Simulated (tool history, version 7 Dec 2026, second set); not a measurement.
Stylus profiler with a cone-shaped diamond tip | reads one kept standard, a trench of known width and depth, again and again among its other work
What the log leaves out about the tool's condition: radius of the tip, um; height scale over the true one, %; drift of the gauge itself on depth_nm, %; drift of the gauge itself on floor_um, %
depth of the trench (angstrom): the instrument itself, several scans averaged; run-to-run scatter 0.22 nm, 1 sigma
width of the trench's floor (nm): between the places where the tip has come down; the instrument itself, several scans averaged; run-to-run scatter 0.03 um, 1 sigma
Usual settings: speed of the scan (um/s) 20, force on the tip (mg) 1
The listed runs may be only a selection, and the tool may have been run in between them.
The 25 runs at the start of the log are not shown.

| run | hour | speed of the scan (um/s) | force on the tip (mg) | scans with this tip | hours of work since the height scale was calibrated | depth of the trench (angstrom) | width of the trench's floor (nm) |
|---|---|---|---|---|---|---|---|
| 26 | 343.1 | 67 | 1 | 2640 | 332 | 10063.2 | 43210 |
| 27 | 354.9 | 12 | 0.82 | 2695 | 339 | 10054.6 | 43610 |
| 28 | 364.2 | 12 | 0.82 | 2740 | 345 | 10059.2 | 43600 |
| 29 | 372.7 | 12 | 0.82 | 2780 | 350 | 10053.4 | 43530 |
| 30 | 385 | 23 | 0.38 | 2838 | 357 | 10029.1 | 43410 |
| 31 | 396.9 | 39 | 1.47 | 2894 | 364 | 10085.6 | 43450 |
| 32 | 411.6 | 39 | 1.47 | 2964 | 373 | 10085.2 | 43420 |
| 33 | 427.1 | 39 | 1.47 | 3037 | 382 | 10083.9 | 43410 |
| 34 | 442.7 | 39 | 1.47 | 3111 | 392 | 10085.3 | 43430 |
| 35 | 451.8 | 5 | 1.19 | 3154 | 397 | 10071.7 | 43600 |
| 36 | 465.6 | 31 | 0.71 | 3219 | 405 | 10050.7 | 43340 |
| 37 | 475.5 | 77 | 1.7 | 3266 | 411 | 10096 | 43150 |
| 38 | 483.6 | 70 | 0.6 | 3304 | 416 | 10040.2 | 42900 |
| 39 | 491.3 | 6 | 2.04 | 3341 | 420 | 10108.3 | 43580 |
| 40 | 501.9 | 32 | 1.88 | 3391 | 427 | 10098.5 | 43460 |
| 41 | 512.4 | 36 | 0.47 | 3441 | 433 | 10037.3 | 43210 |
| 42 | 529 | 8 | 1.21 | 3519 | 443 | 10068.9 | 43510 |
| 43 | 542.9 | 10 | 1.54 | 3585 | 451 | 10087 | 43520 |
| 44 | 557.1 | 14 | 0.59 | 3653 | 460 | 10037.6 | 43480 |
| 45 | 564.7 | 48 | 1.43 | 3688 | 464 | 10082.2 | 43270 |

Consider 3 possible next runs. They are alternatives, not a sequence: every one starts from the tool as it was left by run 45. What does each give?
| A | 573 | 21 | 0.65 | 3728 | 469 | ? | ? |
| B | 573 | 48 | 2.07 | 3728 | 469 | ? | ? |
| C | 573 | 19 | 1.85 | 3728 | 469 | ? | ? |

| run | depth of the trench (angstrom) | width of the trench's floor (nm) |
|---|---|---|
| A | 10042.8 | 43420 |
| B | 10112.1 | 43340 |
| C | 10100.7 | 43450 |
Take away the tool's hidden state, keep each run's random variation, and the runs would have read:
| run | depth of the trench (angstrom) | width of the trench's floor (nm) |
|---|---|---|
| A | 10055.9 | 43830 |
| B | 10125.3 | 43750 |
| C | 10113.8 | 43860 |
